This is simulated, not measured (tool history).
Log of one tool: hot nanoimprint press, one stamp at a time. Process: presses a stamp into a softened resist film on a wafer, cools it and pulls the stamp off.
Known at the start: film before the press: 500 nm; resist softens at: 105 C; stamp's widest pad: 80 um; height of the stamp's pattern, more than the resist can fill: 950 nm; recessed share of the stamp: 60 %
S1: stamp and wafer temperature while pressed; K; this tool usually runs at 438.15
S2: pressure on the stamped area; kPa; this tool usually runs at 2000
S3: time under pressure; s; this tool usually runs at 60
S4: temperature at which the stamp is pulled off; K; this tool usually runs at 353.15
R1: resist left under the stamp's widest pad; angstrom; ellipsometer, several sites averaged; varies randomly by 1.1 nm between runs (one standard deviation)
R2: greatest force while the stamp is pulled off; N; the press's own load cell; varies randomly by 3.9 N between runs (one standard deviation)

{"run": 1, "day": 0.0, "S1": 438.15, "S2": 2000, "S3": 60, "S4": 353.15, "R1": 2857, "R2": 215}
{"run": 2, "day": 1.204, "S1": 438.15, "S2": 2000, "S3": 95, "S4": 353.15, "R1": 2480, "R2": 227}
{"run": 3, "day": 1.879, "S1": 438.15, "S2": 2000, "S3": 51, "S4": 353.15, "R1": 2961, "R2": 228}
{"day": 2.342, "done": "stamp cleaned and given a new release coat"}
{"day": 3.196, "done": "press's hydraulic seals changed and the load cell set to zero"}
{"run": 4, "day": 3.238, "S1": 438.15, "S2": 2000, "S3": 51, "S4": 353.15, "R1": 2907, "R2": 193}
{"run": 5, "day": 4.475, "S1": 438.15, "S2": 2000, "S3": 51, "S4": 353.15, "R1": 2905, "R2": 200}
{"day": 4.704, "done": "plate thermocouple calibrated"}
{"run": 6, "day": 5.946, "S1": 438.15, "S2": 2000, "S3": 60, "S4": 353.15, "R1": 2761, "R2": 202}
{"run": 7, "day": 7.158, "S1": 438.15, "S2": 2000, "S3": 60, "S4": 353.15, "R1": 2769, "R2": 210}
{"run": 8, "day": 8.221, "S1": 438.15, "S2": 2000, "S3": 60, "S4": 353.15, "R1": 2771, "R2": 212}
{"run": 9, "day": 9.554, "S1": 438.15, "S2": 2000, "S3": 60, "S4": 353.15, "R1": 2770, "R2": 223}
{"day": 10.904, "done": "stamp cleaned and given a new release coat"}
{"run": 10, "day": 10.921, "S1": 430.15, "S2": 3140, "S3": 60, "S4": 353.15, "R1": 2717, "R2": 194}
{"day": 12.1, "done": "plate thermocouple calibrated, once more"}
{"run": 11, "day": 12.521, "S1": 430.15, "S2": 3140, "S3": 60, "S4": 353.15, "R1": 2734, "R2": 195}
{"run": 12, "day": 13.225, "S1": 428.15, "S2": 2300, "S3": 109, "S4": 345.15, "R1": 2853, "R2": 227}
{"run": 13, "day": 14.242, "S1": 438.15, "S2": 2000, "S3": 60, "S4": 358.15, "R1": 2776, "R2": 186}
{"run": 14, "day": 15.662, "S1": 427.15, "S2": 2000, "S3": 60, "S4": 359.15, "R1": 3606, "R2": 183}
{"run": 15, "day": 16.508, "S1": 427.15, "S2": 2000, "S3": 60, "S4": 359.15, "R1": 3603, "R2": 182}
{"run": 16, "day": 17.896, "S1": 438.15, "S2": 1760, "S3": 60, "S4": 360.15, "R1": 2963, "R2": 194}

Forecast each of these 3 alternatives for the next run:
{"day": 19.158, "done": "stamp cleaned and given a new release coat"}
{"run": "A", "day": 19.292, "S1": 439.15, "S2": 1760, "S3": 60, "S4": 348.15, "R1": "?", "R2": "?"}
{"day": 19.158, "done": "stamp cleaned and given a new release coat"}
{"run": "B", "day": 19.292, "S1": 438.15, "S2": 1640, "S3": 60, "S4": 360.15, "R1": "?", "R2": "?"}
{"day": 19.158, "done": "stamp cleaned and given a new release coat"}
{"run": "C", "day": 19.292, "S1": 439.15, "S2": 3070, "S3": 43, "S4": 360.15, "R1": "?", "R2": "?"}

run=A R1=2863 R2=211
run=B R1=3036 R2=160
run=C R1=2385 R2=153
Without the tool's unlogged condition, the same runs would have read:
run=A R1=2889 R2=213
run=B R1=3063 R2=162
run=C R1=2397 R2=155
